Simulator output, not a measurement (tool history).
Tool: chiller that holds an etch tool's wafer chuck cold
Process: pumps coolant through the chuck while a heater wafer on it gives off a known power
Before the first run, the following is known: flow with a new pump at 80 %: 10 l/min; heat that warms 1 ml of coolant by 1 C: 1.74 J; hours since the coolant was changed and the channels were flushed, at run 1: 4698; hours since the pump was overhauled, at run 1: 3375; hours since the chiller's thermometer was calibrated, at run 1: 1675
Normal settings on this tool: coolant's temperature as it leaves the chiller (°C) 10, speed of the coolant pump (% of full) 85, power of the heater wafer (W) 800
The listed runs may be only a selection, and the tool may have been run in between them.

run,hour,coolant's temperature as it leaves the chiller (°C),speed of the coolant pump (% of full),power of the heater wafer (W),hours since the coolant was changed and the channels were flushed,hours since the pump was overhauled,hours since the chiller's thermometer was calibrated,chuck's temperature once it has settled (°C),how much warmer the coolant comes back (C)
1,0,10,85,800,4698,3375,1675,17.7,2.77
2,65,10,85,800,4763,3440,1740,17.5,2.74
3,151.8,18,85,800,4850,3527,1827,25.5,2.75
4,206.8,18,85,800,4905,3582,1882,25.6,2.77
# hour 215.7: coolant pump overhauled
5,287.9,18,85,800,4981,72,1958,25.8,2.83
6,358.3,18,85,800,5051,143,2029,25.9,2.85
# hour 370.9: coolant pump overhauled, once more
# hour 371.9: chiller's thermometer calibrated
7,444.7,18,85,800,5132,73,73,25.6,2.6
8,507.1,20,67,436,5194,135,135,24.9,1.78
9,543.3,16,73,915,5230,171,171,25.7,3.49
10,601.4,16,73,915,5288,230,230,25.7,3.47
11,647.8,16,73,915,5335,276,276,25.7,3.43
12,726.9,20,85,915,5414,355,355,28.6,2.96
13,765.7,20,85,915,5453,394,394,28.9,2.99

Consider 5 possible next runs. They are alternatives, not a sequence: every one starts from the tool as it was left by run 13. What does each give?
A,806,16,74,733,5493,434,434,?,?
B,806,7,85,1078,5493,434,434,?,?
C,806,18,85,800,5493,434,434,?,?
D,806,10,94,544,5493,434,434,?,?
E,806,12,63,915,5493,434,434,?,?

run,chuck's temperature once it has settled (°C),how much warmer the coolant comes back (C)
A,23.7,2.72
B,17.1,3.49
C,25.5,2.61
D,14.7,1.64
E,22.9,3.96
With no hidden state in the tool, these same runs would have given:
run,chuck's temperature once it has settled (°C),how much warmer the coolant comes back (C)
A,22.5,2.71
B,15.5,3.49
C,24.3,2.61
D,14,1.64
E,21.1,3.96

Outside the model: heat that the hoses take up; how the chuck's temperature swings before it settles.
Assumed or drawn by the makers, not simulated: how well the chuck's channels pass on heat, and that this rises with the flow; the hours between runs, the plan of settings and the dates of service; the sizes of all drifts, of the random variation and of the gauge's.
